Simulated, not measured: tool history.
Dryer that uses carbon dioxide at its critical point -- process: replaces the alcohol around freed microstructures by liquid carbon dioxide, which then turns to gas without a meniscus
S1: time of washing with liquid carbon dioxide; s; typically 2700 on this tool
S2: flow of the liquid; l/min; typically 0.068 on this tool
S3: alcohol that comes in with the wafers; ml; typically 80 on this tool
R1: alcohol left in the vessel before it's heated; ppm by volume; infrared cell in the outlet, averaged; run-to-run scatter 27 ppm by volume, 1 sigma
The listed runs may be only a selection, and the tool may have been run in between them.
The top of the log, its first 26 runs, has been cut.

run,hour,S1,S2,S3,R1
# hour 1072.6: inlet filter changed
27,1074.4,2100,0.0496,80,13077
28,1110,2700,0.0742,111,1785
29,1171.3,2700,0.0742,111,1815
30,1233.8,3600,0.068,80,527
31,1264,1980,0.1026,99,1671
32,1326.5,4020,0.1026,27,32
33,1370.5,2700,0.0859,94,971
34,1421.9,1920,0.0668,114,12608
35,1473,3840,0.0889,42,66

Predict each of these 5 candidate next runs independently; none follows another, all start after run 35:
A,1514.4,2760,0.0889,42,?
B,1514.4,3840,0.1159,64,?
C,1514.4,2700,0.0776,80,?
D,1514.4,2220,0.0692,99,?
E,1514.4,3000,0.0872,69,?

run,R1
A,379
B,32
C,1504
D,6412
E,440
Without the tool's hidden state the same runs would have given:
run,R1
A,207
B,6
C,924
D,4526
E,235
